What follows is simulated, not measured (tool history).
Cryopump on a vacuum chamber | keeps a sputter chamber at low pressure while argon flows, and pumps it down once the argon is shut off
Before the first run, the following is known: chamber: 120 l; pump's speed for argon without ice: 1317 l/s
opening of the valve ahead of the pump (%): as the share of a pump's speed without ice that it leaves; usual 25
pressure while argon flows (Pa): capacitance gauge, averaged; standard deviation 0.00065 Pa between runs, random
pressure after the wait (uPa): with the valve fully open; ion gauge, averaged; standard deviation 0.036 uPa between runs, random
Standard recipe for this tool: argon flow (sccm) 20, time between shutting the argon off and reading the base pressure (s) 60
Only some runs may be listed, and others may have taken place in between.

| run | hour | argon flow (sccm) | time between shutting the argon off and reading the base pressure (s) | opening of the valve ahead of the pump (%) | pressure while argon flows (Pa) | pressure after the wait (uPa) |
|---|---|---|---|---|---|---|
| 1 | 0 | 20 | 60 | 25 | 0.1032 | 4.73 |
|  | 23.4 | leaking fittings of the chamber tightened, without venting |
| 2 | 101.7 | 20 | 60 | 25 | 0.1052 | 2.07 |
| 3 | 161.7 | 16 | 60 | 25 | 0.0841 | 2.12 |
| 4 | 209.8 | 16 | 60 | 25 | 0.087 | 2.19 |
| 5 | 317.4 | 18 | 60 | 25 | 0.0972 | 2.27 |
| 6 | 420.3 | 20 | 60 | 37 | 0.0765 | 2.3 |
| 7 | 473.5 | 20 | 60 | 25 | 0.1101 | 2.33 |
| 8 | 556.5 | 20 | 60 | 25 | 0.1128 | 2.51 |
| 9 | 622.8 | 20 | 60 | 25 | 0.1132 | 2.6 |
|  | 679.3 | pump warmed up, emptied and cooled again |
| 10 | 679.9 | 20 | 60 | 25 | 0.1026 | 2.38 |
| 11 | 742.5 | 11 | 60 | 25 | 0.0572 | 2.46 |
| 12 | 847.8 | 11 | 60 | 25 | 0.0575 | 2.56 |
| 13 | 902.8 | 14 | 60 | 60 | 0.0317 | 2.6 |
| 14 | 1017.6 | 18 | 74 | 57 | 0.0437 | 2.31 |
| 15 | 1127.1 | 18 | 74 | 57 | 0.044 | 2.46 |
| 16 | 1237.6 | 18 | 74 | 57 | 0.0472 | 2.58 |
| 17 | 1353.2 | 9 | 270 | 43 | 0.0309 | 1.68 |
| 18 | 1401.7 | 9 | 129 | 47 | 0.0295 | 2.14 |
| 19 | 1455.6 | 9 | 129 | 47 | 0.029 | 2.25 |
|  | 1517.4 | pump warmed up, emptied and cooled again |
| 20 | 1517.4 | 19 | 199 | 19 | 0.1288 | 1.61 |
| 21 | 1575.9 | 16 | 121 | 29 | 0.0701 | 2.03 |
| 22 | 1629.1 | 11 | 98 | 33 | 0.0429 | 2.34 |
| 23 | 1731.6 | 20 | 32 | 19 | 0.1367 | 4.79 |
| 24 | 1838.7 | 20 | 32 | 19 | 0.1385 | 4.98 |

3 options for the next run, each taken on its own from the tool as it stands now. Forecast them:
| A | 1942.1 | 20 | 25 | 32 | ? | ? |
| B | 1942.1 | 13 | 288 | 19 | ? | ? |
| C | 1942.1 | 26 | 233 | 33 | ? | ? |

| run | pressure while argon flows (Pa) | pressure after the wait (uPa) |
|---|---|---|
| A | 0.0843 | 5.95 |
| B | 0.0905 | 1.89 |
| C | 0.1082 | 2 |
The same runs, with their run-to-run variation unchanged, on a tool lacking any hidden condition would have given:
| run | pressure while argon flows (Pa) | pressure after the wait (uPa) |
|---|---|---|
| A | 0.0794 | 4.63 |
| B | 0.0874 | 0.6 |
| C | 0.1018 | 0.69 |
